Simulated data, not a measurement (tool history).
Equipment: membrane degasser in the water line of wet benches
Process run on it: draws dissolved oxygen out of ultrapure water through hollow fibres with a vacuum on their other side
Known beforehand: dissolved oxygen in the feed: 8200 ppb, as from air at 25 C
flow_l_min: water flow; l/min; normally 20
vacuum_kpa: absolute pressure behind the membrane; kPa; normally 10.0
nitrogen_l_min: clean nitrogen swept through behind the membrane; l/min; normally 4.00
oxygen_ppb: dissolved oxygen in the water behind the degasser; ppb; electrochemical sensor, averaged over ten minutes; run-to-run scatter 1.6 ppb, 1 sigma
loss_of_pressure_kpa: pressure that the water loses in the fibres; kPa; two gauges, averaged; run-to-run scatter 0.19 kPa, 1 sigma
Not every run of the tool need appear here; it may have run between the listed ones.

run 1 hour=0.0 | flow_l_min=20 vacuum_kpa=10.0 nitrogen_l_min=4.00 | oxygen_ppb=180.5 loss_of_pressure_kpa=42.33
run 2 hour=238.4 | flow_l_min=20 vacuum_kpa=7.6 nitrogen_l_min=4.00 | oxygen_ppb=153.8 loss_of_pressure_kpa=42.44
run 3 hour=441.4 | flow_l_min=20 vacuum_kpa=7.6 nitrogen_l_min=4.00 | oxygen_ppb=154.8 loss_of_pressure_kpa=42.86
run 4 hour=555.1 | flow_l_min=20 vacuum_kpa=7.6 nitrogen_l_min=4.00 | oxygen_ppb=157.8 loss_of_pressure_kpa=42.36
run 5 hour=756.1 | flow_l_min=20 vacuum_kpa=7.6 nitrogen_l_min=4.00 | oxygen_ppb=159.9 loss_of_pressure_kpa=42.69
run 6 hour=958.0 | flow_l_min=20 vacuum_kpa=7.6 nitrogen_l_min=4.00 | oxygen_ppb=162.8 loss_of_pressure_kpa=42.67
run 7 hour=1139.9 | flow_l_min=20 vacuum_kpa=7.6 nitrogen_l_min=4.00 | oxygen_ppb=161.8 loss_of_pressure_kpa=42.71
run 8 hour=1326.9 | flow_l_min=20 vacuum_kpa=7.6 nitrogen_l_min=4.00 | oxygen_ppb=158.6 loss_of_pressure_kpa=43.05
run 9 hour=1516.2 | flow_l_min=20 vacuum_kpa=7.6 nitrogen_l_min=4.00 | oxygen_ppb=164.3 loss_of_pressure_kpa=43.20
run 10 hour=1790.1 | flow_l_min=20 vacuum_kpa=7.6 nitrogen_l_min=4.00 | oxygen_ppb=164.6 loss_of_pressure_kpa=43.44
run 11 hour=1915.1 | flow_l_min=20 vacuum_kpa=7.6 nitrogen_l_min=4.00 | oxygen_ppb=168.5 loss_of_pressure_kpa=43.07
run 12 hour=2088.2 | flow_l_min=20 vacuum_kpa=10.0 nitrogen_l_min=4.00 | oxygen_ppb=190.8 loss_of_pressure_kpa=43.39
run 13 hour=2214.3 | flow_l_min=20 vacuum_kpa=10.0 nitrogen_l_min=4.00 | oxygen_ppb=194.4 loss_of_pressure_kpa=43.22
run 14 hour=2382.9 | flow_l_min=20 vacuum_kpa=10.0 nitrogen_l_min=4.00 | oxygen_ppb=193.4 loss_of_pressure_kpa=43.34
run 15 hour=2554.2 | flow_l_min=20 vacuum_kpa=10.0 nitrogen_l_min=4.00 | oxygen_ppb=197.7 loss_of_pressure_kpa=43.81
run 16 hour=2704.5 | flow_l_min=20 vacuum_kpa=12.6 nitrogen_l_min=4.00 | oxygen_ppb=225.6 loss_of_pressure_kpa=43.31
run 17 hour=2922.2 | flow_l_min=15 vacuum_kpa=19.6 nitrogen_l_min=2.71 | oxygen_ppb=290.3 loss_of_pressure_kpa=32.63
-- hour=3032.2 membrane cartridge changed
run 18 hour=3115.1 | flow_l_min=20 vacuum_kpa=20.0 nitrogen_l_min=4.00 | oxygen_ppb=272.5 loss_of_pressure_kpa=39.52
run 19 hour=3352.4 | flow_l_min=20 vacuum_kpa=10.0 nitrogen_l_min=1.79 | oxygen_ppb=247.1 loss_of_pressure_kpa=39.40
-- hour=3545.7 vacuum gauge calibrated
run 20 hour=3557.6 | flow_l_min=20 vacuum_kpa=10.0 nitrogen_l_min=1.79 | oxygen_ppb=250.1 loss_of_pressure_kpa=39.47
run 21 hour=3780.1 | flow_l_min=20 vacuum_kpa=10.0 nitrogen_l_min=1.79 | oxygen_ppb=247.2 loss_of_pressure_kpa=39.83
run 22 hour=3928.5 | flow_l_min=24 vacuum_kpa=15.9 nitrogen_l_min=4.00 | oxygen_ppb=284.0 loss_of_pressure_kpa=47.57
run 23 hour=4134.8 | flow_l_min=24 vacuum_kpa=15.9 nitrogen_l_min=4.00 | oxygen_ppb=286.2 loss_of_pressure_kpa=47.89
run 24 hour=4265.1 | flow_l_min=25 vacuum_kpa=24.7 nitrogen_l_min=2.21 | oxygen_ppb=644.4 loss_of_pressure_kpa=49.76
run 25 hour=4527.0 | flow_l_min=20 vacuum_kpa=16.4 nitrogen_l_min=4.00 | oxygen_ppb=236.9 loss_of_pressure_kpa=39.94
-- hour=4552.6 seals of the vacuum lines changed
run 26 hour=4772.7 | flow_l_min=13 vacuum_kpa=11.4 nitrogen_l_min=2.85 | oxygen_ppb=124.3 loss_of_pressure_kpa=25.72
run 27 hour=5021.9 | flow_l_min=13 vacuum_kpa=11.4 nitrogen_l_min=2.85 | oxygen_ppb=126.5 loss_of_pressure_kpa=25.76
run 28 hour=5196.9 | flow_l_min=29 vacuum_kpa=6.4 nitrogen_l_min=10.07 | oxygen_ppb=170.3 loss_of_pressure_kpa=58.25
run 29 hour=5407.3 | flow_l_min=29 vacuum_kpa=6.4 nitrogen_l_min=10.07 | oxygen_ppb=172.3 loss_of_pressure_kpa=58.31
run 30 hour=5535.6 | flow_l_min=29 vacuum_kpa=6.4 nitrogen_l_min=10.07 | oxygen_ppb=174.1 loss_of_pressure_kpa=58.26
run 31 hour=5770.9 | flow_l_min=29 vacuum_kpa=6.4 nitrogen_l_min=10.07 | oxygen_ppb=173.5 loss_of_pressure_kpa=58.22

What would each run have given without the hidden state, its run-to-run variation left as it was?
Hidden state present: membrane still open, %; true pressure behind the membrane over the reading, kPa; air that leaks in behind the membrane, l/min; drift of the gauge itself on oxygen_ppb, %; drift of the gauge itself on loss_of_pressure_kpa, %.
run=1 oxygen_ppb=151.3 loss_of_pressure_kpa=39.24
run=2 oxygen_ppb=123.5 loss_of_pressure_kpa=39.26
run=3 oxygen_ppb=123.3 loss_of_pressure_kpa=39.60
run=4 oxygen_ppb=125.4 loss_of_pressure_kpa=39.07
run=5 oxygen_ppb=126.3 loss_of_pressure_kpa=39.32
run=6 oxygen_ppb=127.8 loss_of_pressure_kpa=39.22
run=7 oxygen_ppb=126.2 loss_of_pressure_kpa=39.17
run=8 oxygen_ppb=122.8 loss_of_pressure_kpa=39.41
run=9 oxygen_ppb=126.5 loss_of_pressure_kpa=39.49
run=10 oxygen_ppb=125.5 loss_of_pressure_kpa=39.60
run=11 oxygen_ppb=127.8 loss_of_pressure_kpa=39.21
run=12 oxygen_ppb=150.9 loss_of_pressure_kpa=39.43
run=13 oxygen_ppb=153.2 loss_of_pressure_kpa=39.21
run=14 oxygen_ppb=151.7 loss_of_pressure_kpa=39.27
run=15 oxygen_ppb=154.3 loss_of_pressure_kpa=39.64
run=16 oxygen_ppb=182.1 loss_of_pressure_kpa=39.11
run=17 oxygen_ppb=257.8 loss_of_pressure_kpa=29.41
run=18 oxygen_ppb=268.0 loss_of_pressure_kpa=39.49
run=19 oxygen_ppb=240.0 loss_of_pressure_kpa=39.28
run=20 oxygen_ppb=246.6 loss_of_pressure_kpa=39.27
run=21 oxygen_ppb=242.7 loss_of_pressure_kpa=39.56
run=22 oxygen_ppb=278.2 loss_of_pressure_kpa=47.20
run=23 oxygen_ppb=279.3 loss_of_pressure_kpa=47.43
run=24 oxygen_ppb=633.6 loss_of_pressure_kpa=49.21
run=25 oxygen_ppb=229.3 loss_of_pressure_kpa=39.42
run=26 oxygen_ppb=120.5 loss_of_pressure_kpa=25.33
run=27 oxygen_ppb=122.1 loss_of_pressure_kpa=25.31
run=28 oxygen_ppb=158.6 loss_of_pressure_kpa=57.14
run=29 oxygen_ppb=159.3 loss_of_pressure_kpa=57.08
run=30 oxygen_ppb=160.4 loss_of_pressure_kpa=56.98
run=31 oxygen_ppb=158.6 loss_of_pressure_kpa=56.82

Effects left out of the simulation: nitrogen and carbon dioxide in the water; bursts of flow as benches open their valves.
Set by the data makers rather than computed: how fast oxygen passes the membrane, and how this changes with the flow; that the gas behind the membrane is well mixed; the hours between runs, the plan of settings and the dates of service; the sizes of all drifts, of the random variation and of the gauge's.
